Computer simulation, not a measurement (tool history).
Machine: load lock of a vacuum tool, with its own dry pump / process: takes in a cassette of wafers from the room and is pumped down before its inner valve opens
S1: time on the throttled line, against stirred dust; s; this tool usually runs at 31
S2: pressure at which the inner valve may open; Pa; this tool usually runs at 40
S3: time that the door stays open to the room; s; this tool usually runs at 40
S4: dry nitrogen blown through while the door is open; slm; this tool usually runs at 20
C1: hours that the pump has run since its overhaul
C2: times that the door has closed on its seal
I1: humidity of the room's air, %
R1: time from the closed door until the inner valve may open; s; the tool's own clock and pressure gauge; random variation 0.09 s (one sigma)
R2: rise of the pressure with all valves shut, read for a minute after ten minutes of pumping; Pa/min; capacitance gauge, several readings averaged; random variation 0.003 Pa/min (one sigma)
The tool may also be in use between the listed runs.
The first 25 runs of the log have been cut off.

Run 26, hour 5287.5: usual settings but S1 39 s; C1 3700; C2 17601; I1 49.5. Result: R1 45.49 s, R2 0.051 Pa/min.
Run 27, hour 5545.8: usual settings but S1 39 s; C1 3958; C2 17979; I1 42.3. Result: R1 45.42 s, R2 0.043 Pa/min.
Run 28, hour 5784.4: usual settings but S1 39 s; C1 4197; C2 18328; I1 49.1. Result: R1 45.47 s, R2 0.051 Pa/min.
Run 29, hour 6018.9: usual settings but S1 39 s; C1 4431; C2 18670; I1 46.0. Result: R1 45.30 s, R2 0.050 Pa/min.
Run 30, hour 6173.2: usual settings but S1 18 s; C1 4586; C2 18896; I1 47.3. Result: R1 26.09 s, R2 0.043 Pa/min.
Run 31, hour 6449.8: usual settings but S1 41 s, S3 32 s, S4 28 slm; C1 4862; C2 19300; I1 41.8. Result: R1 47.31 s, R2 0.030 Pa/min.
Run 32, hour 6710.2: usual settings but S1 18 s, S4 25 slm; C1 5123; C2 19681; I1 43.3. Result: R1 26.32 s, R2 0.040 Pa/min.
Run 33, hour 6995.9: usual settings but S1 53 s, S2 35 Pa; C1 5408; C2 20098; I1 46.8. Result: R1 58.22 s, R2 0.048 Pa/min.
Run 34, hour 7157.6: usual settings but S3 191 s; C1 5570; C2 20335; I1 43.0. Result: R1 38.13 s, R2 0.127 Pa/min.
Run 35, hour 7451.9: usual settings but S1 56 s, S2 33 Pa, S3 42 s, S4 24 slm; C1 5864; C2 20765; I1 46.7. Result: R1 61.10 s, R2 0.044 Pa/min.
Run 36, hour 7714.2: usual settings but S1 56 s, S4 7 slm; C1 6127; C2 21148; I1 42.5. Result: R1 61.09 s, R2 0.063 Pa/min.

3 ways to go on from here, each from the tool as it stands after run 36. What would each give?
Run A, hour 7853.1: usual settings but S1 56 s, S2 65 Pa, S4 7 slm; C1 6266; C2 21352; I1 45.5. Result: R1 ?, R2 ?.
Run B, hour 7853.1: usual settings but S1 47 s, S2 62 Pa, S3 231 s, S4 7 slm; C1 6266; C2 21352; I1 46.2. Result: R1 ?, R2 ?.
Run C, hour 7853.1: usual settings but S1 56 s, S2 51 Pa, S4 7 slm; C1 6266; C2 21352; I1 46.3. Result: R1 ?, R2 ?.

run     R1     R2
  A  60.45  0.065
  B  52.04  0.232
  C  60.51  0.065
Without the tool's unlogged condition, the same runs would have read:
run     R1     R2
  A  60.45  0.065
  B  52.03  0.232
  C  60.50  0.064
